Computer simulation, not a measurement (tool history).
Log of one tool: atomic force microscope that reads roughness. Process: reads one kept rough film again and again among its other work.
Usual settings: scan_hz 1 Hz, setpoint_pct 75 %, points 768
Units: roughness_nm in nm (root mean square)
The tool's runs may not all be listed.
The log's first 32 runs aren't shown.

| run | hour | scan_hz | setpoint_pct | points | pictures with this tip | hours of work since the height scale was calibrated | roughness_nm |
|---|---|---|---|---|---|---|---|
| 33 | 592.2 | 0.79 | 57 | 768 | 62 | 28 | 2.654 |
| 34 | 607.1 | 1 | 67 | 768 | 88 | 37 | 2.529 |
|  | 628.1 | height scale calibrated on a step standard, once more |
| 35 | 628.1 | 0.66 | 67 | 634 | 122 | 0 | 2.461 |
| 36 | 645.1 | 1 | 89 | 768 | 152 | 11 | 2.227 |
|  | 652.2 | new tip fitted |
| 37 | 660 | 1.23 | 89 | 768 | 13 | 21 | 2.521 |
| 38 | 670.5 | 1.58 | 68 | 738 | 32 | 28 | 2.639 |
| 39 | 688.6 | 1.58 | 68 | 738 | 63 | 40 | 2.534 |
| 40 | 710.5 | 1 | 56 | 768 | 101 | 54 | 2.52 |
| 41 | 726.8 | 1.03 | 78 | 400 | 129 | 65 | 2.331 |
|  | 745.7 | new tip fitted |
| 42 | 752.2 | 1.03 | 78 | 400 | 11 | 81 | 2.657 |
| 43 | 767.8 | 1.77 | 78 | 575 | 38 | 92 | 2.517 |
| 44 | 778.8 | 1.77 | 66 | 360 | 57 | 99 | 2.537 |
| 45 | 790.1 | 3.45 | 86 | 468 | 76 | 106 | 2.076 |
| 46 | 814.1 | 3.45 | 86 | 468 | 118 | 122 | 1.981 |
| 47 | 837 | 0.82 | 86 | 468 | 157 | 137 | 2.274 |
|  | 839.6 | new tip fitted |
| 48 | 858.5 | 0.87 | 70 | 739 | 33 | 151 | 2.65 |
| 49 | 874.6 | 1.33 | 84 | 286 | 60 | 162 | 2.393 |
| 50 | 887.5 | 1.33 | 84 | 286 | 83 | 170 | 2.345 |
| 51 | 905.6 | 1 | 58 | 985 | 114 | 182 | 2.481 |
| 52 | 917.5 | 3.37 | 68 | 598 | 135 | 190 | 2.259 |

Forecast each of these 5 alternatives for the next run:
| A | 928 | 2.17 | 75 | 383 | 153 | 197 | ? |
| B | 928 | 1.86 | 68 | 598 | 153 | 197 | ? |
| C | 928 | 3.24 | 60 | 768 | 153 | 197 | ? |
| D | 928 | 3.37 | 83 | 598 | 153 | 197 | ? |
| E | 928 | 1.01 | 63 | 969 | 153 | 197 | ? |

| run | roughness_nm |
|---|---|
| A | 2.193 |
| B | 2.289 |
| C | 2.276 |
| D | 1.963 |
| E | 2.371 |
Without the tool's hidden state the same runs would have given:
| run | roughness_nm |
|---|---|
| A | 2.593 |
| B | 2.706 |
| C | 2.691 |
| D | 2.32 |
| E | 2.803 |
